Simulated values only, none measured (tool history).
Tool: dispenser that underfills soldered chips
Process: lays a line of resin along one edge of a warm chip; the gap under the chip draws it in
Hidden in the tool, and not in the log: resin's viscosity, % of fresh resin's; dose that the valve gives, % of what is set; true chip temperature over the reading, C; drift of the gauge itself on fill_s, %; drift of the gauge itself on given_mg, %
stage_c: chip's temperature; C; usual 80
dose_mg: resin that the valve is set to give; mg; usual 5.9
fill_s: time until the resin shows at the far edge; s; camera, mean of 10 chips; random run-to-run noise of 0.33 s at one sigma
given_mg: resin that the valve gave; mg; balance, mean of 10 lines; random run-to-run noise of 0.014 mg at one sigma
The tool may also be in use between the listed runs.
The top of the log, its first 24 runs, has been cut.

run	hour	stage_c	dose_mg	hours of work since the syringe was changed	hours of work since the valve was cleaned	hours of work since the stage was calibrated	fill_s	given_mg
# hour 268.9: new syringe of resin
# hour 278.5: new syringe of resin
25	278.5	87	6.56	0	34	346	10.2	6.44
# hour 287.8: new syringe of resin
26	290.4	87	6.56	2	43	355	12.7	6.43
# hour 297.6: new syringe of resin
27	304.3	73	5.23	5	53	365	23.5	5.12
# hour 306.8: new syringe of resin
# hour 316.1: new syringe of resin
28	318.6	87	6.59	2	63	375	12.8	6.4
# hour 323.6: dispensing valve cleaned and set on the balance
# hour 326.1: new syringe of resin
29	328	90	6.69	1	3	381	10.8	6.7
# hour 335.7: new syringe of resin
30	341.5	85	6.94	4	13	391	14.6	6.9
# hour 345.2: new syringe of resin
31	348.2	85	6.94	2	18	396	13.3	6.92
# hour 354.6: new syringe of resin
32	360.7	68	6.77	5	27	405	24.5	6.72
# hour 363.7: new syringe of resin
33	371.2	68	6.77	6	35	413	27.6	6.71
# hour 373.8: new syringe of resin
# hour 382.9: new syringe of resin
34	387.7	69	6.64	4	47	425	24	6.53

Alternative continuations, all from the tool just after run 34; predict every row:
# hour 392.5: new syringe of resin
A	399.3	69	6.81	5	55	434	?	?
# hour 392.5: new syringe of resin
B	399.3	89	5.89	5	55	434	?	?
# hour 392.5: new syringe of resin
C	399.3	87	6.74	5	55	434	?	?

run	fill_s	given_mg
A	26.1	6.69
B	14.1	5.78
C	15.1	6.65
Without the tool's hidden state the same runs would have given:
run	fill_s	given_mg
A	18.2	6.8
B	9.8	5.88
C	10.7	6.77
